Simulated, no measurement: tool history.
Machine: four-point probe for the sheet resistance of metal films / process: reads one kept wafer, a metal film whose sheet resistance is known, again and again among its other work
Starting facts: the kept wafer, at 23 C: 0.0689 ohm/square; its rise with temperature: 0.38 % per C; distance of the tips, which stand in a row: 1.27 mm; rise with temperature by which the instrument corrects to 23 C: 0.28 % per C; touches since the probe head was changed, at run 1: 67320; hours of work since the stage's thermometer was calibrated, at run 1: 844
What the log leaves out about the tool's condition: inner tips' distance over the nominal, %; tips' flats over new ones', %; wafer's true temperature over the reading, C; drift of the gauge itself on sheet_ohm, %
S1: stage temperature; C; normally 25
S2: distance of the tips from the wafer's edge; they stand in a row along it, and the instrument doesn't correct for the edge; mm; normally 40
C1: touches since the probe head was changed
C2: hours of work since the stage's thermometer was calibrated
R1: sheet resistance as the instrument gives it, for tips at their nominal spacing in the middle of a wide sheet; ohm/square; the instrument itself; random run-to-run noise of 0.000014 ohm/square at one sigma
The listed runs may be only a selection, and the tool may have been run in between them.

run	hour	S1	S2	C1	C2	R1
1	0.0	25	40	67320	844	0.068499
2	37.7	25	8	69438	870	0.069355
3	75.5	23	40	71560	897	0.068317
4	103.2	25	40	73112	917	0.068439
5	135.5	25	40	74927	939	0.068453
6	162.7	25	40	76452	958	0.068418
7	191.7	25	40	78082	979	0.068389
8	219.3	25	36	79630	998	0.068390
9	265.7	25	6	82235	1031	0.069942
10	311.1	21	6	84787	1063	0.069617
11	352.7	21	6	87119	1092	0.069585
12	374.3	21	6	88334	1107	0.069597
13	403.9	25	3	89992	1128	0.074208
14	440.9	25	3	92072	1154	0.074187
15	459.9	25	3	93135	1168	0.074178
16	506.0	25	3	95725	1200	0.074140
17	538.4	25	3	97542	1223	0.074121
18	584.3	25	37	100123	1255	0.068219
19	618.7	25	37	102054	1279	0.068159
20	645.3	25	10	103543	1298	0.068730
21	684.1	25	13	105722	1325	0.068464
22	705.2	29	17	106910	1340	0.068582
# hour 712.7: new probe head fitted
23	745.0	29	17	1811	1367	0.069890
# hour 748.4: stage's thermometer calibrated
24	789.4	32	55	4276	29	0.069908
25	809.5	29	28	5407	43	0.069767
26	834.0	21	8	6779	60	0.070015
27	869.3	25	8	8762	85	0.070295
# hour 888.8: stage's thermometer calibrated, once more
28	909.0	25	4	10965	14	0.072815
29	938.0	32	50	12587	35	0.069734
30	961.0	24	37	13883	51	0.069204
31	989.5	25	16	15480	71	0.069471
32	1015.8	29	40	16957	89	0.069525
33	1040.4	29	40	18337	107	0.069509
34	1075.1	29	40	20288	131	0.069465
35	1116.9	29	40	22633	160	0.069452
36	1154.0	26	4	24717	187	0.072751
37	1185.2	22	3	26467	209	0.074885
38	1229.5	31	41	28954	240	0.069550
39	1269.3	21	40	31190	268	0.068779

Predict each of these 5 candidate next runs independently; none follows another, all start after run 39:
A	1313.0	28	28	33644	299	?
B	1313.0	34	44	33644	299	?
C	1313.0	29	7	33644	299	?
D	1313.0	20	17	33644	299	?
E	1313.0	25	9	33644	299	?

run	R1
A	0.069321
B	0.069686
C	0.070545
D	0.068871
E	0.069767
The same runs, with their run-to-run variation unchanged, on a tool lacking any hidden condition would have given:
run	R1
A	0.069328
B	0.069694
C	0.070553
D	0.068877
E	0.069774
